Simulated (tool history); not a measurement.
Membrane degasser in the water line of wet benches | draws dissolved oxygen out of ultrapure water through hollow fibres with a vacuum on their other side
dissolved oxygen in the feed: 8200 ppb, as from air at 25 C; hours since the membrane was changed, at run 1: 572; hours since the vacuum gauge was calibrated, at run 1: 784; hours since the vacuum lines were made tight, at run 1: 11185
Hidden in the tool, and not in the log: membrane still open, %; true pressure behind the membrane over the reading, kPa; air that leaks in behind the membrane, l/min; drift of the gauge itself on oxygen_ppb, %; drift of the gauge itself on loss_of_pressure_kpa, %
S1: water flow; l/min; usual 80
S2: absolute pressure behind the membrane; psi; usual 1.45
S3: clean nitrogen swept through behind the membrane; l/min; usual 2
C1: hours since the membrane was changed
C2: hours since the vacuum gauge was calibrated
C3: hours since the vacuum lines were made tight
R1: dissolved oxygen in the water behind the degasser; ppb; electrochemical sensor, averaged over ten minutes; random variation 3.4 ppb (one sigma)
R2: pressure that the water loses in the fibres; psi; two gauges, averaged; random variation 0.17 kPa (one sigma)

| run | day | S1 | S2 | S3 | C1 | C2 | C3 | R1 | R2 |
|---|---|---|---|---|---|---|---|---|---|
| 1 | 0 | 80 | 1.45 | 2 | 572 | 784 | 11185 | 534.2 | 4.125 |
| 2 | 1.608 | 80 | 1.45 | 1 | 610 | 823 | 11223 | 863.6 | 4.123 |
|  | 1.854 | seals of the vacuum lines changed |
| 3 | 3.15 | 80 | 1.45 | 2 | 645 | 858 | 31 | 539.8 | 4.16 |
| 4 | 5.258 | 80 | 1.45 | 2 | 696 | 908 | 82 | 534 | 4.132 |
| 5 | 6.612 | 80 | 3.44 | 2 | 728 | 941 | 114 | 1428.1 | 4.119 |
| 6 | 8.446 | 80 | 0.91 | 2 | 772 | 985 | 158 | 263.1 | 4.11 |
| 7 | 9.9 | 80 | 0.91 | 2 | 807 | 1020 | 193 | 263.5 | 4.129 |
| 8 | 10.912 | 80 | 0.91 | 2 | 831 | 1044 | 217 | 263.5 | 4.165 |
| 9 | 11.971 | 80 | 0.91 | 2 | 857 | 1069 | 243 | 264.1 | 4.173 |
| 10 | 13.475 | 80 | 1.45 | 3.05 | 893 | 1105 | 279 | 392.6 | 4.138 |
| 11 | 14.942 | 80 | 1.45 | 3.05 | 928 | 1141 | 314 | 391.5 | 4.113 |
| 12 | 17.058 | 80 | 1.45 | 3.05 | 979 | 1191 | 365 | 387.3 | 4.141 |
| 13 | 18.679 | 80 | 1.45 | 3.05 | 1018 | 1230 | 404 | 388.1 | 4.107 |
| 14 | 19.546 | 80 | 1.45 | 3.05 | 1039 | 1251 | 425 | 392.3 | 4.115 |
|  | 19.733 | vacuum gauge calibrated |
| 15 | 20.875 | 80 | 1.45 | 3.05 | 1070 | 27 | 456 | 390.8 | 4.115 |
| 16 | 22.6 | 80 | 1.45 | 3.05 | 1111 | 69 | 497 | 385.6 | 4.099 |
| 17 | 24.371 | 125 | 1.38 | 1.2 | 1154 | 111 | 540 | 995.8 | 6.496 |
|  | 25.017 | vacuum gauge calibrated, once more |
| 18 | 26.375 | 52 | 1.45 | 1.27 | 1202 | 33 | 587 | 526.9 | 2.709 |
| 19 | 28.012 | 63 | 1.71 | 1.1 | 1241 | 72 | 627 | 844.4 | 3.253 |
| 20 | 28.921 | 80 | 0.9 | 0.91 | 1263 | 94 | 649 | 430.7 | 4.15 |
| 21 | 30.017 | 80 | 0.9 | 0.91 | 1289 | 120 | 675 | 425 | 4.131 |
| 22 | 31.654 | 80 | 0.9 | 0.91 | 1328 | 159 | 714 | 426.3 | 4.174 |
| 23 | 32.971 | 62 | 3.6 | 0.91 | 1360 | 191 | 746 | 2092.5 | 3.186 |
| 24 | 34.817 | 62 | 3.6 | 0.95 | 1404 | 235 | 790 | 2029.7 | 3.223 |
| 25 | 36.696 | 62 | 3.6 | 0.95 | 1449 | 280 | 835 | 2044.7 | 3.224 |
| 26 | 38.529 | 80 | 2.87 | 1.04 | 1493 | 324 | 879 | 1830.7 | 4.132 |
| 27 | 40.638 | 59 | 1.71 | 0.92 | 1544 | 375 | 930 | 917.9 | 3.078 |
| 28 | 41.738 | 59 | 1.71 | 0.92 | 1570 | 401 | 956 | 909.9 | 3.027 |
| 29 | 42.942 | 80 | 3.5 | 3.28 | 1599 | 430 | 985 | 1008.4 | 4.165 |
| 30 | 43.938 | 80 | 3.5 | 3.28 | 1623 | 454 | 1009 | 1009.9 | 4.139 |
| 31 | 45.612 | 80 | 2.09 | 3.28 | 1663 | 494 | 1049 | 574.6 | 4.138 |

4 ways to go on from here, each from the tool as it stands after run 31. What would each give?
| A | 46.888 | 52 | 1.15 | 2.41 | 1694 | 525 | 1080 | ? | ? |
| B | 46.888 | 80 | 1.45 | 1.41 | 1694 | 525 | 1080 | ? | ? |
| C | 46.888 | 67 | 0.87 | 2.24 | 1694 | 525 | 1080 | ? | ? |
| D | 46.888 | 127 | 1.54 | 1.01 | 1694 | 525 | 1080 | ? | ? |

| run | R1 | R2 |
|---|---|---|
| A | 220.7 | 2.708 |
| B | 699.3 | 4.131 |
| C | 182.7 | 3.487 |
| D | 1234.4 | 6.627 |
Without the tool's hidden state the same runs would have given:
| run | R1 | R2 |
|---|---|---|
| A | 221.2 | 2.693 |
| B | 700.5 | 4.11 |
| C | 183.3 | 3.468 |
| D | 1236.3 | 6.593 |
